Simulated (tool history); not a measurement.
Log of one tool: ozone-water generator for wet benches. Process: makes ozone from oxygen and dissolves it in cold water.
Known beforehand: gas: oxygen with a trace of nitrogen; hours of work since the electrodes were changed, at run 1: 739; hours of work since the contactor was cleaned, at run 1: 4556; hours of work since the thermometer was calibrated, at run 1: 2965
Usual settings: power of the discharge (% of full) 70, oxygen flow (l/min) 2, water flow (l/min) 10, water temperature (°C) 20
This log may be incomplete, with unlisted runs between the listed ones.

| run | hour | power of the discharge (% of full) | oxygen flow (l/min) | water flow (l/min) | water temperature (°C) | hours of work since the electrodes were changed | hours of work since the contactor was cleaned | hours of work since the thermometer was calibrated | dissolved ozone (ppm) | ozone in the gas ahead of the water (g/m3) |
|---|---|---|---|---|---|---|---|---|---|---|
| 1 | 0 | 70 | 2 | 10 | 20 | 739 | 4556 | 2965 | 14.8 | 154.2 |
| 2 | 23 | 49 | 2 | 10 | 20 | 760 | 4577 | 2986 | 10.7 | 112.9 |
| 3 | 52.3 | 49 | 2 | 10 | 20 | 787 | 4605 | 3013 | 10.8 | 112.6 |
| 4 | 67.8 | 49 | 2 | 10 | 20 | 802 | 4619 | 3027 | 10.5 | 111.5 |
| 5 | 85 | 70 | 2 | 10 | 20 | 818 | 4635 | 3043 | 14.7 | 155.4 |
| 6 | 119.2 | 65 | 2 | 10 | 20 | 849 | 4666 | 3075 | 13.8 | 145.5 |
| 7 | 149.1 | 65 | 2 | 10 | 20 | 877 | 4694 | 3103 | 13.9 | 144.5 |
| 8 | 167 | 65 | 2 | 10 | 20 | 893 | 4711 | 3119 | 14 | 145.1 |
| 9 | 183.5 | 65 | 2 | 10 | 20 | 909 | 4726 | 3134 | 13.9 | 141.4 |
| 10 | 208.4 | 65 | 2 | 10 | 20 | 932 | 4749 | 3157 | 13.7 | 143.7 |
| 11 | 222.4 | 62 | 1.28 | 11 | 20 | 945 | 4762 | 3170 | 12 | 178.2 |
| 12 | 251.7 | 62 | 1.28 | 11 | 20 | 972 | 4789 | 3198 | 11.9 | 180.3 |
| 13 | 276.1 | 70 | 3.24 | 10 | 20 | 994 | 4812 | 3220 | 14.4 | 114.1 |
| 14 | 294.5 | 70 | 3.24 | 10 | 20 | 1011 | 4829 | 3237 | 14.5 | 114.1 |
| 15 | 316.7 | 47 | 1.83 | 10 | 20 | 1032 | 4849 | 3258 | 10.3 | 111.6 |
| 16 | 333.2 | 47 | 1.83 | 10 | 20 | 1047 | 4865 | 3273 | 10.1 | 112.5 |
| 17 | 362.2 | 80 | 2 | 10 | 22 | 1074 | 4891 | 3300 | 16.5 | 172.3 |
| 18 | 380.4 | 55 | 2 | 9 | 18 | 1091 | 4908 | 3317 | 13.3 | 121.6 |
| 19 | 412.5 | 82 | 3.21 | 13 | 21 | 1121 | 4938 | 3346 | 13.9 | 131.6 |

Predict each of these 3 candidate next runs independently; none follows another, all start after run 19:
| A | 439.8 | 70 | 1.19 | 7 | 20 | 1146 | 4963 | 3372 | ? | ? |
| B | 439.8 | 47 | 1.39 | 10 | 20 | 1146 | 4963 | 3372 | ? | ? |
| C | 439.8 | 82 | 1.78 | 13 | 21 | 1146 | 4963 | 3372 | ? | ? |

| run | dissolved ozone (ppm) | ozone in the gas ahead of the water (g/m3) |
|---|---|---|
| A | 19.1 | 204.4 |
| B | 10 | 129.3 |
| C | 13.7 | 186.1 |
Without the tool's hidden state the same runs would have given:
| run | dissolved ozone (ppm) | ozone in the gas ahead of the water (g/m3) |
|---|---|---|
| A | 19.1 | 210 |
| B | 10 | 132.9 |
| C | 13.7 | 191.3 |
